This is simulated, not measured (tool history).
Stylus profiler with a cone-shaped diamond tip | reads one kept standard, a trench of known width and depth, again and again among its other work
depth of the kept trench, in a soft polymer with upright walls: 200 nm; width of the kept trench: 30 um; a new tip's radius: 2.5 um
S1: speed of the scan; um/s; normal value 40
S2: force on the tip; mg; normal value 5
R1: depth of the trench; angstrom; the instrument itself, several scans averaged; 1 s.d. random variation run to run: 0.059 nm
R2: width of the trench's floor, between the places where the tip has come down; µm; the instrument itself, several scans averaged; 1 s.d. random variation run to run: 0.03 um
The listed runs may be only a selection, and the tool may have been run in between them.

{"run": 1, "hour": 0.0, "S1": 40, "S2": 5, "R1": 2029.9, "R2": 26.6}
{"hour": 28.5, "done": "height scale calibrated on a step standard"}
{"run": 2, "hour": 117.2, "S1": 40, "S2": 5, "R1": 2042.1, "R2": 26.6}
{"run": 3, "hour": 220.1, "S1": 40, "S2": 5, "R1": 2041.8, "R2": 26.51}
{"run": 4, "hour": 294.2, "S1": 40, "S2": 2.35, "R1": 2024.1, "R2": 26.37}
{"run": 5, "hour": 357.1, "S1": 40, "S2": 5, "R1": 2041, "R2": 26.43}
{"run": 6, "hour": 466.1, "S1": 40, "S2": 5, "R1": 2040.5, "R2": 26.44}
{"run": 7, "hour": 549.8, "S1": 40, "S2": 4.15, "R1": 2034.2, "R2": 26.36}
{"run": 8, "hour": 666.2, "S1": 40, "S2": 4.15, "R1": 2034.7, "R2": 26.3}
{"run": 9, "hour": 757.0, "S1": 40, "S2": 4.15, "R1": 2033, "R2": 26.32}
{"run": 10, "hour": 831.7, "S1": 40, "S2": 4.15, "R1": 2032.4, "R2": 26.26}
{"run": 11, "hour": 951.2, "S1": 40, "S2": 4.15, "R1": 2032.1, "R2": 26.19}
{"hour": 970.2, "done": "new tip fitted, height scale calibrated"}
{"run": 12, "hour": 1070.4, "S1": 40, "S2": 3.34, "R1": 2032.3, "R2": 27.83}
{"run": 13, "hour": 1163.7, "S1": 40, "S2": 5, "R1": 2041, "R2": 27.79}
{"run": 14, "hour": 1280.5, "S1": 40, "S2": 5, "R1": 2040.7, "R2": 27.7}
{"run": 15, "hour": 1395.5, "S1": 40, "S2": 5, "R1": 2039.8, "R2": 27.61}
{"run": 16, "hour": 1498.8, "S1": 12, "S2": 5, "R1": 2038.4, "R2": 27.64}
{"run": 17, "hour": 1592.0, "S1": 40, "S2": 3.99, "R1": 2033.2, "R2": 27.46}
{"run": 18, "hour": 1649.4, "S1": 40, "S2": 7.09, "R1": 2049.5, "R2": 27.5}
{"run": 19, "hour": 1718.1, "S1": 40, "S2": 7.09, "R1": 2049.3, "R2": 27.47}
{"run": 20, "hour": 1816.7, "S1": 40, "S2": 5, "R1": 2036.6, "R2": 27.37}
{"run": 21, "hour": 1897.2, "S1": 10, "S2": 5, "R1": 2036.5, "R2": 27.43}
{"run": 22, "hour": 1974.6, "S1": 10, "S2": 5, "R1": 2037.1, "R2": 27.4}
{"run": 23, "hour": 2095.2, "S1": 40, "S2": 5, "R1": 2035.6, "R2": 27.2}
{"run": 24, "hour": 2159.2, "S1": 40, "S2": 5, "R1": 2035.1, "R2": 27.14}
{"run": 25, "hour": 2277.2, "S1": 14, "S2": 6.48, "R1": 2042.3, "R2": 27.19}
{"run": 26, "hour": 2335.6, "S1": 14, "S2": 6.48, "R1": 2041.8, "R2": 27.17}
{"run": 27, "hour": 2406.9, "S1": 14, "S2": 7.98, "R1": 2049.4, "R2": 27.1}
{"run": 28, "hour": 2463.6, "S1": 37, "S2": 4.13, "R1": 2028.9, "R2": 27.01}
{"run": 29, "hour": 2566.1, "S1": 17, "S2": 1.8, "R1": 2011.4, "R2": 26.93}
{"run": 30, "hour": 2622.9, "S1": 12, "S2": 7.39, "R1": 2045.5, "R2": 27.01}
{"run": 31, "hour": 2699.3, "S1": 33, "S2": 4.05, "R1": 2026.6, "R2": 26.87}
{"run": 32, "hour": 2782.4, "S1": 46, "S2": 6.52, "R1": 2038.7, "R2": 26.81}
{"run": 33, "hour": 2885.8, "S1": 78, "S2": 5.37, "R1": 2032.9, "R2": 26.62}
{"run": 34, "hour": 3002.5, "S1": 10, "S2": 13.29, "R1": 2068.7, "R2": 26.87}
{"run": 35, "hour": 3054.9, "S1": 79, "S2": 1.95, "R1": 2009.1, "R2": 26.33}
{"run": 36, "hour": 3175.9, "S1": 151, "S2": 9.92, "R1": 2053.4, "R2": 26.4}
{"run": 37, "hour": 3245.9, "S1": 64, "S2": 6.05, "R1": 2033.8, "R2": 26.54}
{"hour": 3279.6, "done": "height scale calibrated on a step standard"}
{"run": 38, "hour": 3361.9, "S1": 31, "S2": 7.89, "R1": 2058.3, "R2": 26.63}
{"run": 39, "hour": 3441.2, "S1": 31, "S2": 7.89, "R1": 2056.6, "R2": 26.62}
{"run": 40, "hour": 3499.3, "S1": 40, "S2": 5.12, "R1": 2041.6, "R2": 26.52}
{"run": 41, "hour": 3598.2, "S1": 27, "S2": 5.13, "R1": 2040.8, "R2": 26.53}
{"run": 42, "hour": 3718.0, "S1": 11, "S2": 8.65, "R1": 2059, "R2": 26.52}
{"run": 43, "hour": 3836.7, "S1": 11, "S2": 8.65, "R1": 2059.4, "R2": 26.49}
{"run": 44, "hour": 3919.4, "S1": 10, "S2": 3.86, "R1": 2032.9, "R2": 26.46}
{"run": 45, "hour": 4025.1, "S1": 44, "S2": 4.93, "R1": 2037, "R2": 26.34}
{"run": 46, "hour": 4116.8, "S1": 44, "S2": 4.93, "R1": 2036.8, "R2": 26.26}

Predict each of these 3 candidate next runs independently; none follows another, all start after run 46:
{"run": "A", "hour": 4175.3, "S1": 16, "S2": 1.89, "R1": "?", "R2": "?"}
{"run": "B", "hour": 4175.3, "S1": 40, "S2": 12.98, "R1": "?", "R2": "?"}
{"run": "C", "hour": 4175.3, "S1": 17, "S2": 5, "R1": "?", "R2": "?"}

run=A R1=2016.9 R2=26.31
run=B R1=2075 R2=26.25
run=C R1=2038 R2=26.33
Take away the tool's hidden state, keep each run's random variation, and the runs would have read:
run=A R1=2022.1 R2=27.98
run=B R1=2080.3 R2=27.91
run=C R1=2043.3 R2=28

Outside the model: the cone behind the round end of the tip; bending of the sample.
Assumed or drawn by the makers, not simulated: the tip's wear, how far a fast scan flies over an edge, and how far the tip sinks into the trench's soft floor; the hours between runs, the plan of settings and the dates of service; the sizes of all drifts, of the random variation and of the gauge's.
